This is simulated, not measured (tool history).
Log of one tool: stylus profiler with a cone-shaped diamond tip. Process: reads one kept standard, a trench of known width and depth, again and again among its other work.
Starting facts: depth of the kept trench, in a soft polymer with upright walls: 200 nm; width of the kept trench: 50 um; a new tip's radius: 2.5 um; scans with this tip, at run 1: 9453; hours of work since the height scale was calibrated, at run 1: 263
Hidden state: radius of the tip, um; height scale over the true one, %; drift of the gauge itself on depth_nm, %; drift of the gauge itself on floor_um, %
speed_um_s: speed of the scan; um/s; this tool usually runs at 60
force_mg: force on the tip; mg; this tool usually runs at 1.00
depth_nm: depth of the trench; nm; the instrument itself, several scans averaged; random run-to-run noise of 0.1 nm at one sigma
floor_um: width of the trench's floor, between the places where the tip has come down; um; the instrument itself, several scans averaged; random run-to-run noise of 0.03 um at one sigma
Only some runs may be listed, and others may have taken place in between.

run,hour,speed_um_s,force_mg,scans with this tip,hours of work since the height scale was calibrated,depth_nm,floor_um
1,0.0,60,1.00,9453,263,201.91,47.03
2,78.1,93,1.00,9686,299,201.82,46.82
3,122.8,60,1.25,9820,320,202.04,47.04
4,172.6,60,1.25,9968,343,202.10,47.03
5,248.1,60,1.25,10193,378,202.27,47.04
6,304.5,45,1.00,10361,404,201.87,47.09
7,342.3,60,1.00,10474,421,201.93,46.96
8,402.4,60,1.00,10653,449,201.97,46.95
9,477.6,60,1.00,10877,484,202.10,46.97
10,564.2,20,1.00,11136,524,202.05,47.17
11,649.1,20,1.00,11389,564,202.13,47.14
12,728.6,20,1.00,11626,601,202.14,47.17
13,790.2,20,1.00,11810,629,202.04,47.21
14,876.0,152,1.00,12065,669,202.11,46.28
15,958.6,60,1.00,12311,707,202.22,46.88
16,1030.8,60,0.86,12527,741,202.02,46.81
17,1092.0,60,1.00,12709,769,202.17,46.87
18,1150.0,60,1.00,12882,796,202.24,46.82
19,1235.7,52,1.00,13138,836,202.39,46.82
20,1283.6,60,0.47,13281,858,201.68,46.63
21,1334.2,60,0.47,13431,882,201.67,46.64
22,1384.8,60,0.47,13582,905,201.73,46.64
23,1449.3,60,0.47,13775,935,201.82,46.62
24,1513.7,87,0.78,13967,965,202.30,46.50
25,1551.5,87,0.78,14079,983,202.04,46.54
26,1626.6,178,0.39,14303,1017,201.76,45.38
27,1710.4,178,0.39,14553,1056,201.84,45.37
28,1789.1,178,0.39,14788,1093,201.75,45.33
29,1831.2,60,0.36,14913,1112,201.83,46.47
# hour 1837.2: height scale calibrated on a step standard
30,1892.4,43,0.82,15094,26,203.05,46.76
31,1936.9,43,0.82,15227,46,203.25,46.79
32,2014.0,43,0.82,15457,82,203.13,46.79
33,2060.9,43,0.82,15597,104,202.82,46.75
34,2143.6,135,0.75,15843,142,203.16,46.09
35,2223.9,64,0.72,16083,179,203.12,46.59
36,2261.1,50,1.36,16194,197,203.79,46.84
37,2319.0,50,1.36,16366,224,203.64,46.73
# hour 2333.8: height scale calibrated on a step standard, once more
38,2386.2,50,1.36,16565,24,202.02,46.80
39,2455.0,45,0.46,16770,56,200.93,46.60
40,2496.9,47,2.43,16895,76,202.96,46.87
41,2538.2,221,1.00,17018,95,201.65,45.63
42,2608.7,67,0.65,17229,128,201.21,46.47
43,2692.8,67,0.65,17479,167,201.42,46.43
44,2762.9,130,2.35,17688,199,202.84,46.47
45,2830.7,55,1.00,17890,231,201.72,46.63
46,2911.5,18,1.42,18131,268,202.27,46.79

4 ways to go on from here, each from the tool as it stands after run 46. What would each give?
A,2985.8,98,1.44,18353,302,?,?
B,2985.8,19,0.46,18353,302,?,?
C,2985.8,23,0.57,18353,302,?,?
D,2985.8,17,2.48,18353,302,?,?

run,depth_nm,floor_um
A,202.36,46.45
B,201.27,46.76
C,201.15,46.74
D,203.15,46.90
With no hidden state in the tool, these same runs would have given:
run,depth_nm,floor_um
A,202.07,47.55
B,200.99,47.86
C,200.86,47.84
D,202.85,48.00
